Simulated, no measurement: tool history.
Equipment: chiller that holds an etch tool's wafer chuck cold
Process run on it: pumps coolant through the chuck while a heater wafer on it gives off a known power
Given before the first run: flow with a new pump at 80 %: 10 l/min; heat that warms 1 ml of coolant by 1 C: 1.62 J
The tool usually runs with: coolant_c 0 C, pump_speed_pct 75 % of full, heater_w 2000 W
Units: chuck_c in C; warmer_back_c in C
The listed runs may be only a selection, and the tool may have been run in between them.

run,hour,coolant_c,pump_speed_pct,heater_w,chuck_c,warmer_back_c
1,0,0,75,2000,21.1,8.05
2,61.2,0,75,2000,21,8.06
3,108.8,0,75,2000,21.1,8
4,175.6,0,75,2000,21,8.04
5,245.7,9,75,2000,30.3,8.09
6,284.3,0,86,2000,19.7,7.12
7,320,0,75,2000,21.2,8.06
8,385.6,0,75,1155,12.5,4.68
9,429.7,0,86,2000,19.8,7.13
10,493.1,0,75,2000,21.4,8.09
11,569.6,0,75,2000,21.3,8.09
12,630.1,0,75,2000,21.3,8.12
13,686.2,-4,75,2000,17.4,8.01
14,732.3,-4,75,2000,17.6,8.08
15,772.9,0,70,2000,22.2,8.64
16,852.6,0,70,2000,22.6,8.67
17,923.6,-5,68,2000,17.4,8.86
18,981.4,-5,97,1431,8.5,4.53
19,1023.9,4,63,1652,23.7,8.04
20,1100.5,8,99,2000,26.8,6.2
21,1147.3,-10,75,1228,3.3,4.95
22,1184.9,0,68,1493,17.1,6.66
23,1266.7,0,68,1493,16.9,6.69
24,1306.4,9,75,1435,24.7,5.8
25,1361.5,-4,97,1113,6.7,3.48
26,1420.6,-5,85,1085,6.1,3.9
27,1466.8,-5,62,1516,13.3,7.39
28,1528.9,-5,62,1582,14,7.8
29,1571.8,-5,78,1582,12.2,6.17
30,1641.1,0,81,2000,21.1,7.61
31,1713.9,8,89,2842,36.6,9.77

Consider 5 possible next runs. They are alternatives, not a sequence: every one starts from the tool as it was left by run 31. What does each give?
A,1793.7,7,62,2000,?,?
B,1793.7,0,75,2468,?,?
C,1793.7,-6,63,1083,?,?
D,1793.7,7,89,2650,?,?
E,1793.7,10,82,2184,?,?

run,chuck_c,warmer_back_c
A,31.4,9.86
B,27.2,10.08
C,7.1,5.2
D,33.8,9.15
E,33.1,8.19
Without the tool's hidden state the same runs would have given:
run,chuck_c,warmer_back_c
A,27.1,9.52
B,22.3,9.74
C,4.9,5.03
D,28.9,8.84
E,28.9,7.92

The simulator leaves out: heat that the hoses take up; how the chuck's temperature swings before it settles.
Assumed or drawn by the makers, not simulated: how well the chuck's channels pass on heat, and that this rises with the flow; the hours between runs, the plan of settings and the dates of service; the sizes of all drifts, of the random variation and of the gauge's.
